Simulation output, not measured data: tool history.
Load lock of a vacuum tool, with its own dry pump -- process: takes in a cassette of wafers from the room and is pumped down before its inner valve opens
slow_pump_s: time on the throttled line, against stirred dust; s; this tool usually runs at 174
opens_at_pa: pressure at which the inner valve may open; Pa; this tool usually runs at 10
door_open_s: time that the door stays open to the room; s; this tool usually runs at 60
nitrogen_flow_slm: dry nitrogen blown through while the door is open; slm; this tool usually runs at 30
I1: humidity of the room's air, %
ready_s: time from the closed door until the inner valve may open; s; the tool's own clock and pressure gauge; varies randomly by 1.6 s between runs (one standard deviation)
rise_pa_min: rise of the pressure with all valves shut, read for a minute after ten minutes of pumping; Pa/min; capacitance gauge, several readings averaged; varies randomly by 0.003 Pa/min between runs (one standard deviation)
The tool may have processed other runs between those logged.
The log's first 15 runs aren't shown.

{"run": 16, "day": 54.183, "slow_pump_s": 174, "opens_at_pa": 10, "door_open_s": 60, "nitrogen_flow_slm": 30, "I1": 43.2, "ready_s": 275.6, "rise_pa_min": 0.199}
{"run": 17, "day": 58.425, "slow_pump_s": 174, "opens_at_pa": 10, "door_open_s": 60, "nitrogen_flow_slm": 30, "I1": 46.4, "ready_s": 276.7, "rise_pa_min": 0.207}
{"run": 18, "day": 62.196, "slow_pump_s": 174, "opens_at_pa": 10, "door_open_s": 60, "nitrogen_flow_slm": 30, "I1": 44.7, "ready_s": 280, "rise_pa_min": 0.205}
{"run": 19, "day": 64.538, "slow_pump_s": 174, "opens_at_pa": 10, "door_open_s": 60, "nitrogen_flow_slm": 30, "I1": 48.6, "ready_s": 276.3, "rise_pa_min": 0.214}
{"run": 20, "day": 66.717, "slow_pump_s": 162, "opens_at_pa": 13, "door_open_s": 237, "nitrogen_flow_slm": 31, "I1": 45.2, "ready_s": 261.1, "rise_pa_min": 0.22}
{"run": 21, "day": 69.479, "slow_pump_s": 259, "opens_at_pa": 10, "door_open_s": 60, "nitrogen_flow_slm": 30, "I1": 44.4, "ready_s": 349.2, "rise_pa_min": 0.203}
{"run": 22, "day": 72.992, "slow_pump_s": 174, "opens_at_pa": 8, "door_open_s": 29, "nitrogen_flow_slm": 30, "I1": 43.9, "ready_s": 282.9, "rise_pa_min": 0.212}
{"run": 23, "day": 75.992, "slow_pump_s": 254, "opens_at_pa": 7, "door_open_s": 29, "nitrogen_flow_slm": 23, "I1": 42.2, "ready_s": 349.5, "rise_pa_min": 0.211}
{"run": 24, "day": 80.917, "slow_pump_s": 254, "opens_at_pa": 7, "door_open_s": 29, "nitrogen_flow_slm": 23, "I1": 43.2, "ready_s": 349.4, "rise_pa_min": 0.211}
{"run": 25, "day": 85.55, "slow_pump_s": 254, "opens_at_pa": 7, "door_open_s": 29, "nitrogen_flow_slm": 23, "I1": 45.5, "ready_s": 346.5, "rise_pa_min": 0.218}
{"run": 26, "day": 89.517, "slow_pump_s": 254, "opens_at_pa": 7, "door_open_s": 29, "nitrogen_flow_slm": 23, "I1": 44.8, "ready_s": 349.6, "rise_pa_min": 0.224}
{"run": 27, "day": 94.429, "slow_pump_s": 254, "opens_at_pa": 15, "door_open_s": 217, "nitrogen_flow_slm": 23, "I1": 45, "ready_s": 339.7, "rise_pa_min": 0.243}
{"run": 28, "day": 97.271, "slow_pump_s": 321, "opens_at_pa": 9, "door_open_s": 29, "nitrogen_flow_slm": 8, "I1": 48, "ready_s": 403.6, "rise_pa_min": 0.224}
{"run": 29, "day": 100.158, "slow_pump_s": 321, "opens_at_pa": 9, "door_open_s": 29, "nitrogen_flow_slm": 8, "I1": 48.3, "ready_s": 408.2, "rise_pa_min": 0.23}
{"run": 30, "day": 103.175, "slow_pump_s": 204, "opens_at_pa": 9, "door_open_s": 66, "nitrogen_flow_slm": 8, "I1": 43.2, "ready_s": 303.3, "rise_pa_min": 0.237}
{"run": 31, "day": 105.858, "slow_pump_s": 226, "opens_at_pa": 9, "door_open_s": 43, "nitrogen_flow_slm": 8, "I1": 45.1, "ready_s": 324.4, "rise_pa_min": 0.233}
{"run": 32, "day": 109.179, "slow_pump_s": 226, "opens_at_pa": 10, "door_open_s": 43, "nitrogen_flow_slm": 18, "I1": 48.2, "ready_s": 317.9, "rise_pa_min": 0.227}
{"run": 33, "day": 111.658, "slow_pump_s": 89, "opens_at_pa": 15, "door_open_s": 43, "nitrogen_flow_slm": 17, "I1": 44, "ready_s": 197.8, "rise_pa_min": 0.232}
{"run": 34, "day": 116.388, "slow_pump_s": 201, "opens_at_pa": 10, "door_open_s": 56, "nitrogen_flow_slm": 15, "I1": 45.3, "ready_s": 301.1, "rise_pa_min": 0.238}
{"run": 35, "day": 120.642, "slow_pump_s": 294, "opens_at_pa": 10, "door_open_s": 53, "nitrogen_flow_slm": 23, "I1": 46, "ready_s": 377.9, "rise_pa_min": 0.237}
{"run": 36, "day": 125.042, "slow_pump_s": 294, "opens_at_pa": 10, "door_open_s": 53, "nitrogen_flow_slm": 23, "I1": 43.2, "ready_s": 379.7, "rise_pa_min": 0.238}

5 ways to go on from here, each from the tool as it stands after run 36. What would each give?
{"run": "A", "day": 129.221, "slow_pump_s": 247, "opens_at_pa": 10, "door_open_s": 89, "nitrogen_flow_slm": 23, "I1": 44.9, "ready_s": "?", "rise_pa_min": "?"}
{"run": "B", "day": 129.221, "slow_pump_s": 294, "opens_at_pa": 10, "door_open_s": 57, "nitrogen_flow_slm": 23, "I1": 44.1, "ready_s": "?", "rise_pa_min": "?"}
{"run": "C", "day": 129.221, "slow_pump_s": 254, "opens_at_pa": 12, "door_open_s": 60, "nitrogen_flow_slm": 7, "I1": 46.1, "ready_s": "?", "rise_pa_min": "?"}
{"run": "D", "day": 129.221, "slow_pump_s": 229, "opens_at_pa": 10, "door_open_s": 60, "nitrogen_flow_slm": 5, "I1": 44.8, "ready_s": "?", "rise_pa_min": "?"}
{"run": "E", "day": 129.221, "slow_pump_s": 294, "opens_at_pa": 19, "door_open_s": 30, "nitrogen_flow_slm": 41, "I1": 43.3, "ready_s": "?", "rise_pa_min": "?"}

run=A ready_s=337.6 rise_pa_min=0.247
run=B ready_s=381.7 rise_pa_min=0.24
run=C ready_s=341.8 rise_pa_min=0.252
run=D ready_s=322.4 rise_pa_min=0.254
run=E ready_s=366.8 rise_pa_min=0.237
With no hidden state in the tool, these same runs would have given:
run=A ready_s=335.2 rise_pa_min=0.014
run=B ready_s=379.2 rise_pa_min=0.011
run=C ready_s=339.6 rise_pa_min=0.022
run=D ready_s=320 rise_pa_min=0.023
run=E ready_s=364.9 rise_pa_min=0.001

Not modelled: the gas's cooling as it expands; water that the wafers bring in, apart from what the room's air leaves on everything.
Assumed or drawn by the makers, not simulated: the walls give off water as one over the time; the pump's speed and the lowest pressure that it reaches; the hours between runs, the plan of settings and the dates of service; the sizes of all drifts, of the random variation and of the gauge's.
